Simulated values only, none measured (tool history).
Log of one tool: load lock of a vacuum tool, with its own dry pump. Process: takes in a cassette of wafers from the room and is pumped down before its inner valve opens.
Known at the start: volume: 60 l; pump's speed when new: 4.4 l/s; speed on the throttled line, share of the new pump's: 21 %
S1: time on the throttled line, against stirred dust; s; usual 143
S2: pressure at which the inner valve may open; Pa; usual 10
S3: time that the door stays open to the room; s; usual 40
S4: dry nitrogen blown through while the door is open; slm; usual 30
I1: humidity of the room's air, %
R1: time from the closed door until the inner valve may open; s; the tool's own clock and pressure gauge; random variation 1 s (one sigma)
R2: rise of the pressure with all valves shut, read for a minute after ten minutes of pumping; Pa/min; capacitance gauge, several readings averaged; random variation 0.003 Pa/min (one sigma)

run 1 day=0.000 | S1=143 S2=10 S3=40 S4=30 | I1=45.7 | R1=242.1 R2=0.113
run 2 day=7.508 | S1=143 S2=10 S3=40 S4=12 | I1=48.1 | R1=244.1 R2=0.121
run 3 day=13.792 | S1=177 S2=10 S3=40 S4=30 | I1=42.5 | R1=270.6 R2=0.108
run 4 day=20.617 | S1=177 S2=10 S3=40 S4=30 | I1=44.2 | R1=268.8 R2=0.123
run 5 day=27.971 | S1=177 S2=10 S3=40 S4=30 | I1=46.2 | R1=270.9 R2=0.128
run 6 day=33.012 | S1=157 S2=10 S3=40 S4=30 | I1=44.3 | R1=254.4 R2=0.117
run 7 day=36.854 | S1=157 S2=10 S3=40 S4=30 | I1=46.8 | R1=253.7 R2=0.122
run 8 day=41.533 | S1=143 S2=10 S3=40 S4=30 | I1=42.9 | R1=243.1 R2=0.127
run 9 day=48.033 | S1=143 S2=10 S3=31 S4=30 | I1=44.3 | R1=243.9 R2=0.134
run 10 day=55.083 | S1=143 S2=10 S3=40 S4=30 | I1=44.5 | R1=242.8 R2=0.134
run 11 day=58.925 | S1=143 S2=10 S3=40 S4=30 | I1=45.3 | R1=243.6 R2=0.140
run 12 day=66.154 | S1=143 S2=10 S3=80 S4=30 | I1=45.8 | R1=242.3 R2=0.147
run 13 day=71.358 | S1=143 S2=10 S3=80 S4=30 | I1=43.9 | R1=244.0 R2=0.149
run 14 day=76.792 | S1=143 S2=10 S3=80 S4=30 | I1=45.4 | R1=244.7 R2=0.154
run 15 day=84.496 | S1=143 S2=9 S3=91 S4=30 | I1=46.8 | R1=246.3 R2=0.160
run 16 day=87.862 | S1=143 S2=8 S3=175 S4=13 | I1=42.4 | R1=247.8 R2=0.180
run 17 day=94.804 | S1=127 S2=11 S3=103 S4=6 | I1=45.8 | R1=230.3 R2=0.190
run 18 day=98.350 | S1=127 S2=11 S3=103 S4=6 | I1=42.0 | R1=232.4 R2=0.192
run 19 day=105.879 | S1=127 S2=11 S3=103 S4=6 | I1=46.8 | R1=230.3 R2=0.191
run 20 day=111.704 | S1=127 S2=11 S3=103 S4=6 | I1=47.1 | R1=230.2 R2=0.197
run 21 day=119.146 | S1=98 S2=11 S3=103 S4=6 | I1=42.4 | R1=209.0 R2=0.196
run 22 day=124.229 | S1=98 S2=11 S3=103 S4=6 | I1=42.1 | R1=207.6 R2=0.204
run 23 day=130.742 | S1=143 S2=15 S3=40 S4=34 | I1=46.8 | R1=239.6 R2=0.175
run 24 day=138.133 | S1=117 S2=11 S3=40 S4=34 | I1=43.8 | R1=222.0 R2=0.184
run 25 day=142.154 | S1=143 S2=13 S3=40 S4=11 | I1=45.9 | R1=241.2 R2=0.199
run 26 day=146.300 | S1=73 S2=9 S3=179 S4=30 | I1=42.8 | R1=193.1 R2=0.201
run 27 day=151.021 | S1=123 S2=13 S3=62 S4=29 | I1=47.6 | R1=227.3 R2=0.191

Forecast each of these 5 alternatives for the next run:
run A day=158.600 | S1=263 S2=13 S3=149 S4=13 | I1=45.9 | R1=? R2=?
run B day=158.600 | S1=196 S2=10 S3=46 S4=10 | I1=45.7 | R1=? R2=?
run C day=158.600 | S1=97 S2=13 S3=62 S4=29 | I1=43.8 | R1=? R2=?
run D day=158.600 | S1=123 S2=8 S3=62 S4=22 | I1=41.1 | R1=? R2=?
run E day=158.600 | S1=143 S2=10 S3=60 S4=12 | I1=45.6 | R1=? R2=?

run=A R1=336.6 R2=0.219
run=B R1=285.8 R2=0.207
run=C R1=206.6 R2=0.193
run=D R1=233.4 R2=0.200
run=E R1=245.0 R2=0.207
Without the tool's hidden state the same runs would have given:
run=A R1=331.5 R2=0.045
run=B R1=279.2 R2=0.030
run=C R1=198.9 R2=0.018
run=D R1=225.6 R2=0.025
run=E R1=237.8 R2=0.027
